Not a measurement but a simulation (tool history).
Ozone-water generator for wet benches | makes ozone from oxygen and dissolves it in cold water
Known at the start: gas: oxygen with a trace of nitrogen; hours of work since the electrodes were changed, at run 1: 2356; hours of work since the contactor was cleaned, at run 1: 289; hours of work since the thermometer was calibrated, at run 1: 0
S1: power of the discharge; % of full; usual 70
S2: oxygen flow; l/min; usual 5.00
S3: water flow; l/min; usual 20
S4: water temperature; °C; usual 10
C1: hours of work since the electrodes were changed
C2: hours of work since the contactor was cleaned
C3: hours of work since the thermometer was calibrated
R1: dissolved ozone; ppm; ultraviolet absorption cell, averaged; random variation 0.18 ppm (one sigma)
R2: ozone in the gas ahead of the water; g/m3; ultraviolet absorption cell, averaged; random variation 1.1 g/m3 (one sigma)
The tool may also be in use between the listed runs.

Run 1, hour 0.0: usual settings; C1 2356; C2 289; C3 0. Result: R1 20.7 ppm, R2 179.0 g/m3.
Run 2, hour 216.5: usual settings; C1 2563; C2 496; C3 207. Result: R1 20.5 ppm, R2 175.9 g/m3.
Run 3, hour 367.7: usual settings; C1 2708; C2 641; C3 352. Result: R1 20.4 ppm, R2 175.4 g/m3.
Run 4, hour 504.5: usual settings; C1 2838; C2 771; C3 482. Result: R1 20.4 ppm, R2 174.1 g/m3.
Run 5, hour 608.5: usual settings; C1 2938; C2 871; C3 582. Result: R1 20.1 ppm, R2 174.7 g/m3.
Run 6, hour 804.5: usual settings but S3 17 l/min; C1 3125; C2 1058; C3 769. Result: R1 22.6 ppm, R2 170.7 g/m3.
Run 7, hour 1042.1: usual settings; C1 3353; C2 1286; C3 997. Result: R1 19.6 ppm, R2 170.8 g/m3.
Run 8, hour 1208.9: usual settings; C1 3512; C2 1445; C3 1156. Result: R1 19.4 ppm, R2 167.8 g/m3.
Run 9, hour 1420.6: usual settings but S2 2.75 l/min; C1 3715; C2 1648; C3 1359. Result: R1 16.4 ppm, R2 213.8 g/m3.
Run 10, hour 1625.3: usual settings; C1 3910; C2 1843; C3 1554. Result: R1 18.7 ppm, R2 167.4 g/m3.
Run 11, hour 1853.9: usual settings; C1 4129; C2 2062; C3 1773. Result: R1 18.3 ppm, R2 162.7 g/m3.
Run 12, hour 2089.1: usual settings but S1 53 % of full; C1 4354; C2 2287; C3 1998. Result: R1 15.7 ppm, R2 138.1 g/m3.
Run 13, hour 2285.2: usual settings but S1 53 % of full; C1 4542; C2 2475; C3 2186. Result: R1 15.5 ppm, R2 138.7 g/m3.
Run 14, hour 2507.9: usual settings but S1 81 % of full, S2 6.14 l/min, S4 17 °C; C1 4755; C2 2687; C3 2399. Result: R1 18.0 ppm, R2 157.2 g/m3.
At hour 2521.2: water thermometer calibrated.
Run 15, hour 2622.4: usual settings but S1 73 % of full, S4 7 °C; C1 4863; C2 2796; C3 97. Result: R1 18.3 ppm, R2 158.6 g/m3.
Run 16, hour 2811.9: usual settings but S1 60 % of full; C1 5045; C2 2978; C3 278. Result: R1 15.8 ppm, R2 143.9 g/m3.
At hour 2860.8: water thermometer calibrated, once more.
Run 17, hour 2949.8: usual settings but S4 5 °C; C1 5176; C2 3109; C3 85. Result: R1 17.8 ppm, R2 155.2 g/m3.
Run 18, hour 3105.4: usual settings but S1 63 % of full; C1 5325; C2 3258; C3 234. Result: R1 15.8 ppm, R2 146.2 g/m3.
Run 19, hour 3209.9: usual settings but S1 63 % of full; C1 5425; C2 3358; C3 334. Result: R1 15.8 ppm, R2 145.3 g/m3.
At hour 3363.9: electrodes of the discharge changed.
Run 20, hour 3381.8: usual settings but S1 63 % of full; C1 17; C2 3517; C3 493. Result: R1 20.6 ppm, R2 187.4 g/m3.
Run 21, hour 3604.8: usual settings but S1 66 % of full, S2 3.90 l/min; C1 230; C2 3730; C3 706. Result: R1 19.8 ppm, R2 214.2 g/m3.
At hour 3620.8: contactor cleaned.
Run 22, hour 3785.1: usual settings but S1 66 % of full, S2 3.90 l/min; C1 399; C2 157; C3 874. Result: R1 21.3 ppm, R2 214.3 g/m3.
Run 23, hour 3888.0: usual settings but S1 43 % of full, S3 15 l/min, S4 16 °C; C1 497; C2 256; C3 973. Result: R1 19.5 ppm, R2 144.2 g/m3.

Forecast each of these 4 alternatives for the next run:
Run A, hour 4117.3: usual settings but S1 90 % of full, S3 28 l/min, S4 16 °C; C1 717; C2 475; C3 1192. Result: R1 ?, R2 ?.
Run B, hour 4117.3: usual settings but S2 3.02 l/min; C1 717; C2 475; C3 1192. Result: R1 ?, R2 ?.
Run C, hour 4117.3: usual settings but S1 80 % of full, S2 5.39 l/min, S4 16 °C; C1 717; C2 475; C3 1192. Result: R1 ?, R2 ?.
Run D, hour 4117.3: usual settings but S1 71 % of full, S2 3.93 l/min, S3 15 l/min, S4 16 °C; C1 717; C2 475; C3 1192. Result: R1 ?, R2 ?.

run    R1     R2
  A  19.0  232.8
  B  20.4  244.9
  C  23.8  206.1
  D  26.1  219.1
Without the tool's hidden state the same runs would have given:
run    R1     R2
  A  19.9  240.9
  B  21.2  252.1
  C  24.8  212.7
  D  27.1  225.7
